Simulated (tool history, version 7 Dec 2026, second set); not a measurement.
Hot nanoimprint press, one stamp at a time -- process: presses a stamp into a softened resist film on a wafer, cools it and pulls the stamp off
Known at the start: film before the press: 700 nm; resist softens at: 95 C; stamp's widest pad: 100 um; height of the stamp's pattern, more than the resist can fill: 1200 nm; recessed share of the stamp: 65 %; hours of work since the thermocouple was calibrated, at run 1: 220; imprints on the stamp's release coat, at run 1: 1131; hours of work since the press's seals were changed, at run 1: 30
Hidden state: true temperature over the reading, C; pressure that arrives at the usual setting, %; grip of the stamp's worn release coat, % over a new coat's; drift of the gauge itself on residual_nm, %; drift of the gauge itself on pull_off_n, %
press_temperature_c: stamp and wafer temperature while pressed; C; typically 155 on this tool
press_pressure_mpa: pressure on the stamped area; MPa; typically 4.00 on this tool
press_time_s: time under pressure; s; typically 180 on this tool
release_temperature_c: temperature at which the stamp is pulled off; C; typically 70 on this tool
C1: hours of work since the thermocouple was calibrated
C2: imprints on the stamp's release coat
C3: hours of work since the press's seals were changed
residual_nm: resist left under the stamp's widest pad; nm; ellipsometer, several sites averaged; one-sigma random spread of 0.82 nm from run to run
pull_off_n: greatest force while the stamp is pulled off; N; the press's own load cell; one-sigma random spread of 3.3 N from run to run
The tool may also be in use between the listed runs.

run 1 hour=0.0 | press_temperature_c=155 press_pressure_mpa=4.00 press_time_s=180 release_temperature_c=70 | C1=220 C2=1131 C3=30 | residual_nm=390.1 pull_off_n=223
run 2 hour=4.6 | press_temperature_c=155 press_pressure_mpa=4.00 press_time_s=180 release_temperature_c=70 | C1=223 C2=1144 C3=32 | residual_nm=390.1 pull_off_n=223
run 3 hour=13.0 | press_temperature_c=155 press_pressure_mpa=4.00 press_time_s=180 release_temperature_c=70 | C1=226 C2=1167 C3=36 | residual_nm=390.9 pull_off_n=225
run 4 hour=19.0 | press_temperature_c=155 press_pressure_mpa=4.00 press_time_s=180 release_temperature_c=70 | C1=229 C2=1183 C3=39 | residual_nm=390.7 pull_off_n=234
run 5 hour=28.3 | press_temperature_c=155 press_pressure_mpa=4.00 press_time_s=180 release_temperature_c=70 | C1=234 C2=1209 C3=44 | residual_nm=391.4 pull_off_n=238
run 6 hour=36.9 | press_temperature_c=155 press_pressure_mpa=4.00 press_time_s=180 release_temperature_c=70 | C1=238 C2=1232 C3=48 | residual_nm=391.2 pull_off_n=230
run 7 hour=42.5 | press_temperature_c=155 press_pressure_mpa=4.00 press_time_s=180 release_temperature_c=70 | C1=241 C2=1248 C3=50 | residual_nm=388.8 pull_off_n=227
run 8 hour=47.3 | press_temperature_c=155 press_pressure_mpa=4.00 press_time_s=180 release_temperature_c=70 | C1=243 C2=1261 C3=53 | residual_nm=389.3 pull_off_n=229
run 9 hour=51.2 | press_temperature_c=155 press_pressure_mpa=4.00 press_time_s=180 release_temperature_c=70 | C1=245 C2=1271 C3=55 | residual_nm=391.1 pull_off_n=234
run 10 hour=56.4 | press_temperature_c=155 press_pressure_mpa=4.00 press_time_s=180 release_temperature_c=70 | C1=247 C2=1285 C3=57 | residual_nm=390.2 pull_off_n=235
run 11 hour=62.7 | press_temperature_c=155 press_pressure_mpa=4.00 press_time_s=180 release_temperature_c=70 | C1=250 C2=1303 C3=60 | residual_nm=390.0 pull_off_n=237
run 12 hour=68.9 | press_temperature_c=155 press_pressure_mpa=4.00 press_time_s=180 release_temperature_c=68 | C1=253 C2=1320 C3=63 | residual_nm=387.9 pull_off_n=251
run 13 hour=75.8 | press_temperature_c=155 press_pressure_mpa=4.00 press_time_s=180 release_temperature_c=68 | C1=256 C2=1339 C3=66 | residual_nm=390.5 pull_off_n=258
run 14 hour=85.1 | press_temperature_c=155 press_pressure_mpa=4.00 press_time_s=313 release_temperature_c=70 | C1=261 C2=1364 C3=71 | residual_nm=324.5 pull_off_n=241
run 15 hour=92.4 | press_temperature_c=155 press_pressure_mpa=4.00 press_time_s=313 release_temperature_c=70 | C1=264 C2=1384 C3=74 | residual_nm=324.2 pull_off_n=236
run 16 hour=98.8 | press_temperature_c=155 press_pressure_mpa=5.32 press_time_s=352 release_temperature_c=67 | C1=267 C2=1401 C3=77 | residual_nm=269.1 pull_off_n=267
run 17 hour=105.8 | press_temperature_c=155 press_pressure_mpa=5.32 press_time_s=352 release_temperature_c=67 | C1=271 C2=1421 C3=80 | residual_nm=267.9 pull_off_n=266
run 18 hour=114.0 | press_temperature_c=155 press_pressure_mpa=5.32 press_time_s=352 release_temperature_c=67 | C1=274 C2=1443 C3=84 | residual_nm=267.7 pull_off_n=268
run 19 hour=122.4 | press_temperature_c=155 press_pressure_mpa=5.32 press_time_s=352 release_temperature_c=67 | C1=278 C2=1466 C3=88 | residual_nm=267.6 pull_off_n=268
run 20 hour=128.4 | press_temperature_c=155 press_pressure_mpa=5.32 press_time_s=352 release_temperature_c=67 | C1=281 C2=1482 C3=91 | residual_nm=267.5 pull_off_n=265
run 21 hour=133.8 | press_temperature_c=146 press_pressure_mpa=3.39 press_time_s=219 release_temperature_c=76 | C1=284 C2=1497 C3=94 | residual_nm=514.3 pull_off_n=216
run 22 hour=139.2 | press_temperature_c=146 press_pressure_mpa=3.39 press_time_s=219 release_temperature_c=76 | C1=286 C2=1512 C3=96 | residual_nm=513.3 pull_off_n=205
run 23 hour=146.4 | press_temperature_c=155 press_pressure_mpa=2.41 press_time_s=322 release_temperature_c=68 | C1=290 C2=1532 C3=100 | residual_nm=405.8 pull_off_n=259
run 24 hour=155.7 | press_temperature_c=157 press_pressure_mpa=4.00 press_time_s=180 release_temperature_c=75 | C1=294 C2=1557 C3=104 | residual_nm=363.8 pull_off_n=212
run 25 hour=164.7 | press_temperature_c=164 press_pressure_mpa=4.00 press_time_s=180 release_temperature_c=70 | C1=299 C2=1582 C3=108 | residual_nm=288.4 pull_off_n=261
run 26 hour=172.0 | press_temperature_c=151 press_pressure_mpa=3.91 press_time_s=180 release_temperature_c=70 | C1=302 C2=1602 C3=112 | residual_nm=443.3 pull_off_n=252
run 27 hour=179.0 | press_temperature_c=151 press_pressure_mpa=3.91 press_time_s=180 release_temperature_c=70 | C1=305 C2=1621 C3=115 | residual_nm=445.6 pull_off_n=260
run 28 hour=186.8 | press_temperature_c=151 press_pressure_mpa=3.91 press_time_s=180 release_temperature_c=70 | C1=309 C2=1642 C3=119 | residual_nm=442.9 pull_off_n=263
run 29 hour=191.6 | press_temperature_c=151 press_pressure_mpa=3.91 press_time_s=180 release_temperature_c=70 | C1=311 C2=1655 C3=121 | residual_nm=442.9 pull_off_n=263
run 30 hour=196.2 | press_temperature_c=151 press_pressure_mpa=3.91 press_time_s=180 release_temperature_c=70 | C1=313 C2=1668 C3=123 | residual_nm=442.6 pull_off_n=253

4 options for the next run, each taken on its own from the tool as it stands now. Forecast them:
run A hour=203.7 | press_temperature_c=151 press_pressure_mpa=5.53 press_time_s=118 release_temperature_c=70 | C1=317 C2=1688 C3=127 | residual_nm=? pull_off_n=?
run B hour=203.7 | press_temperature_c=155 press_pressure_mpa=2.75 press_time_s=180 release_temperature_c=70 | C1=317 C2=1688 C3=127 | residual_nm=? pull_off_n=?
run C hour=203.7 | press_temperature_c=156 press_pressure_mpa=4.00 press_time_s=180 release_temperature_c=70 | C1=317 C2=1688 C3=127 | residual_nm=? pull_off_n=?
run D hour=203.7 | press_temperature_c=155 press_pressure_mpa=2.66 press_time_s=180 release_temperature_c=70 | C1=317 C2=1688 C3=127 | residual_nm=? pull_off_n=?

run=A residual_nm=433.6 pull_off_n=262
run=B residual_nm=453.9 pull_off_n=252
run=C residual_nm=376.2 pull_off_n=264
run=D residual_nm=457.0 pull_off_n=257
Stripped of hidden state, with their random variation kept, the same runs would have yielded:
run=A residual_nm=453.1 pull_off_n=162
run=B residual_nm=473.1 pull_off_n=155
run=C residual_nm=394.7 pull_off_n=163
run=D residual_nm=476.0 pull_off_n=158

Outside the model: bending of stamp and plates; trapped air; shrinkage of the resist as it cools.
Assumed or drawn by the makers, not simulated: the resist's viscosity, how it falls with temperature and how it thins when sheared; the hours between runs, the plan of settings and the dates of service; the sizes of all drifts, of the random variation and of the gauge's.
